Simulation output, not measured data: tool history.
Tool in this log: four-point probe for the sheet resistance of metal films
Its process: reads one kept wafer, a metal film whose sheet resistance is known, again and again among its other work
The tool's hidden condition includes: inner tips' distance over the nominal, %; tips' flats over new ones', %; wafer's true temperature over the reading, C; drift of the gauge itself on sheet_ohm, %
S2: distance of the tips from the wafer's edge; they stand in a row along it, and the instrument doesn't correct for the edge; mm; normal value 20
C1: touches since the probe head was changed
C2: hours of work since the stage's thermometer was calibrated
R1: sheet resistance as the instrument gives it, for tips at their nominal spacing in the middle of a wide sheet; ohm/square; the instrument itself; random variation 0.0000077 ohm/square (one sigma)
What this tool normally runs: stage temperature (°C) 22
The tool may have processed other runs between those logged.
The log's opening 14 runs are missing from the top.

{"run": 15, "hour": 923.4, "stage temperature (°C)": 22, "S2": 20, "C1": 116904, "C2": 141, "R1": 0.038513}
{"run": 16, "hour": 1019.3, "stage temperature (°C)": 22, "S2": 11, "C1": 122607, "C2": 211, "R1": 0.038734}
{"run": 17, "hour": 1084.3, "stage temperature (°C)": 22, "S2": 11, "C1": 126474, "C2": 259, "R1": 0.038721}
{"run": 18, "hour": 1153.1, "stage temperature (°C)": 22, "S2": 11, "C1": 130566, "C2": 309, "R1": 0.038727}
{"run": 19, "hour": 1195.1, "stage temperature (°C)": 22, "S2": 11, "C1": 133060, "C2": 340, "R1": 0.038737}
{"hour": 1203.1, "done": "stage's thermometer calibrated, once more"}
{"run": 20, "hour": 1275.9, "stage temperature (°C)": 29, "S2": 20, "C1": 137837, "C2": 53, "R1": 0.038562}
{"run": 21, "hour": 1362.3, "stage temperature (°C)": 33, "S2": 43, "C1": 142972, "C2": 116, "R1": 0.038438}
{"run": 22, "hour": 1441.3, "stage temperature (°C)": 18, "S2": 72, "C1": 147675, "C2": 174, "R1": 0.038689}
{"run": 23, "hour": 1487.9, "stage temperature (°C)": 33, "S2": 20, "C1": 150442, "C2": 208, "R1": 0.03852}
{"hour": 1506.0, "done": "new probe head fitted"}
{"run": 24, "hour": 1541.2, "stage temperature (°C)": 30, "S2": 33, "C1": 2092, "C2": 246, "R1": 0.038227}
{"run": 25, "hour": 1636.5, "stage temperature (°C)": 26, "S2": 40, "C1": 7760, "C2": 316, "R1": 0.038288}
{"run": 26, "hour": 1702.5, "stage temperature (°C)": 26, "S2": 40, "C1": 11686, "C2": 364, "R1": 0.038309}
{"run": 27, "hour": 1746.4, "stage temperature (°C)": 21, "S2": 72, "C1": 14296, "C2": 396, "R1": 0.038393}
{"run": 28, "hour": 1786.4, "stage temperature (°C)": 34, "S2": 72, "C1": 16676, "C2": 425, "R1": 0.038179}
{"run": 29, "hour": 1827.2, "stage temperature (°C)": 25, "S2": 10, "C1": 19105, "C2": 455, "R1": 0.03865}
{"run": 30, "hour": 1902.7, "stage temperature (°C)": 26, "S2": 43, "C1": 23590, "C2": 510, "R1": 0.038316}
{"run": 31, "hour": 1958.1, "stage temperature (°C)": 29, "S2": 3, "C1": 26889, "C2": 550, "R1": 0.041612}
{"run": 32, "hour": 2053.2, "stage temperature (°C)": 31, "S2": 20, "C1": 32542, "C2": 620, "R1": 0.038347}
{"run": 33, "hour": 2139.7, "stage temperature (°C)": 33, "S2": 5, "C1": 37685, "C2": 683, "R1": 0.0395}
{"run": 34, "hour": 2186.9, "stage temperature (°C)": 25, "S2": 20, "C1": 40495, "C2": 717, "R1": 0.038454}
{"run": 35, "hour": 2230.9, "stage temperature (°C)": 20, "S2": 35, "C1": 43112, "C2": 749, "R1": 0.038485}
{"run": 36, "hour": 2275.5, "stage temperature (°C)": 20, "S2": 35, "C1": 45765, "C2": 782, "R1": 0.038494}
{"run": 37, "hour": 2344.6, "stage temperature (°C)": 21, "S2": 26, "C1": 49874, "C2": 832, "R1": 0.03851}
{"run": 38, "hour": 2418.5, "stage temperature (°C)": 21, "S2": 26, "C1": 54264, "C2": 886, "R1": 0.038514}
{"run": 39, "hour": 2463.7, "stage temperature (°C)": 21, "S2": 3, "C1": 56953, "C2": 919, "R1": 0.041831}

3 ways to go on from here, each from the tool as it stands after run 39. What would each give?
{"run": "A", "hour": 2533.0, "stage temperature (°C)": 19, "S2": 32, "C1": 61076, "C2": 970, "R1": "?"}
{"run": "B", "hour": 2533.0, "stage temperature (°C)": 22, "S2": 6, "C1": 61076, "C2": 970, "R1": "?"}
{"run": "C", "hour": 2533.0, "stage temperature (°C)": 32, "S2": 6, "C1": 61076, "C2": 970, "R1": "?"}

run=A R1=0.038546
run=B R1=0.039349
run=C R1=0.039203
With no hidden state in the tool, these same runs would have given:
run=A R1=0.038306
run=B R1=0.039103
run=C R1=0.038957
